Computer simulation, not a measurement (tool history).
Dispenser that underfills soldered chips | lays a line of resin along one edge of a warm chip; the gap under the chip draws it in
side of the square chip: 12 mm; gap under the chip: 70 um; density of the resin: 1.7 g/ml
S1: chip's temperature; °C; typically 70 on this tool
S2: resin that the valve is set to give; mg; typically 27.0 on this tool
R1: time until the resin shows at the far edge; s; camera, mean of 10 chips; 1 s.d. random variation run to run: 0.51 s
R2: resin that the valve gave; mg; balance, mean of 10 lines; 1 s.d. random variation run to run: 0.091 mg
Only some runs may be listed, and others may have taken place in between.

Run 1, day 0.000: usual settings. Result: R1 90.3 s, R2 25.92 mg.
At day 0.075: dispensing valve cleaned and set on the balance.
At day 0.133: new syringe of resin.
Run 2, day 0.300: usual settings. Result: R1 48.1 s, R2 26.91 mg.
Run 3, day 0.612: usual settings. Result: R1 69.5 s, R2 26.93 mg.
At day 0.929: new syringe of resin.
Run 4, day 0.929: usual settings. Result: R1 41.8 s, R2 26.84 mg.
Run 5, day 1.283: usual settings. Result: R1 62.1 s, R2 26.74 mg.
Run 6, day 1.625: usual settings. Result: R1 91.3 s, R2 26.34 mg.
At day 1.721: new syringe of resin.
Run 7, day 1.938: usual settings. Result: R1 53.3 s, R2 26.34 mg.
Run 8, day 2.183: usual settings. Result: R1 70.1 s, R2 26.54 mg.
Run 9, day 2.371: usual settings. Result: R1 83.9 s, R2 26.32 mg.
At day 2.525: new syringe of resin.
Run 10, day 2.567: usual settings. Result: R1 44.0 s, R2 26.23 mg.
Run 11, day 2.888: usual settings. Result: R1 62.0 s, R2 26.24 mg.
Run 12, day 3.225: usual settings. Result: R1 90.9 s, R2 26.06 mg.
At day 3.304: new syringe of resin.
At day 3.571: dispensing valve cleaned and set on the balance.
Run 13, day 3.683: usual settings. Result: R1 60.3 s, R2 26.94 mg.
Run 14, day 3.908: usual settings but S1 62 °C. Result: R1 119.7 s, R2 26.63 mg.
At day 4.142: new syringe of resin.
Run 15, day 4.158: usual settings but S1 78 °C, S2 23.6 mg. Result: R1 28.8 s, R2 23.51 mg.
Run 16, day 4.388: usual settings but S1 59 °C, S2 28.0 mg. Result: R1 97.8 s, R2 27.60 mg.
Run 17, day 4.700: usual settings but S1 59 °C, S2 28.0 mg. Result: R1 138.7 s, R2 27.50 mg.
At day 4.925: new syringe of resin.
Run 18, day 5.058: usual settings but S1 71 °C, S2 28.0 mg. Result: R1 47.0 s, R2 27.42 mg.
Run 19, day 5.475: usual settings but S1 71 °C, S2 28.0 mg. Result: R1 73.3 s, R2 27.40 mg.
At day 5.700: new syringe of resin.
Run 20, day 5.767: usual settings but S1 64 °C, S2 34.6 mg. Result: R1 60.7 s, R2 33.91 mg.
Run 21, day 6.075: usual settings but S1 60 °C, S2 27.4 mg. Result: R1 110.7 s, R2 26.55 mg.
Run 22, day 6.317: usual settings but S1 58 °C, S2 32.6 mg. Result: R1 155.0 s, R2 31.45 mg.
At day 6.496: new syringe of resin.
Run 23, day 6.546: usual settings but S1 82 °C, S2 26.1 mg. Result: R1 25.2 s, R2 25.22 mg.
Run 24, day 6.854: usual settings but S1 73 °C, S2 31.7 mg. Result: R1 53.0 s, R2 30.22 mg.
At day 7.067: dispensing valve cleaned and set on the balance.
Run 25, day 7.167: usual settings but S1 69 °C, S2 28.6 mg. Result: R1 90.4 s, R2 28.39 mg.
At day 7.321: new syringe of resin.
Run 26, day 7.454: usual settings but S1 63 °C, S2 34.0 mg. Result: R1 69.6 s, R2 33.66 mg.

A few steps of R1 between consecutive runs. Split each: what settings, incoming material and random variation would produce without the hidden state, and what is left over for the hidden state, along with gauge scatter present in only one of the two compared results (measured, and without hidden state):
The tool's hidden condition here consists of: resin's viscosity, % of fresh resin's; dose that the valve gives, % of what is set; true chip temperature over the reading, C; drift of the gauge itself on fill_s, %; drift of the gauge itself on given_mg, %.
Run 17 -> 18: S1 59 -> 71, new syringe of resin. R1 -91.7 s: hidden state -57.4, all else -34.3.
Run 22 -> 23: S1 58 -> 82, S2 32.6 -> 26.1, new syringe of resin. R1 -129.8 s: hidden state -77.3, all else -52.5.
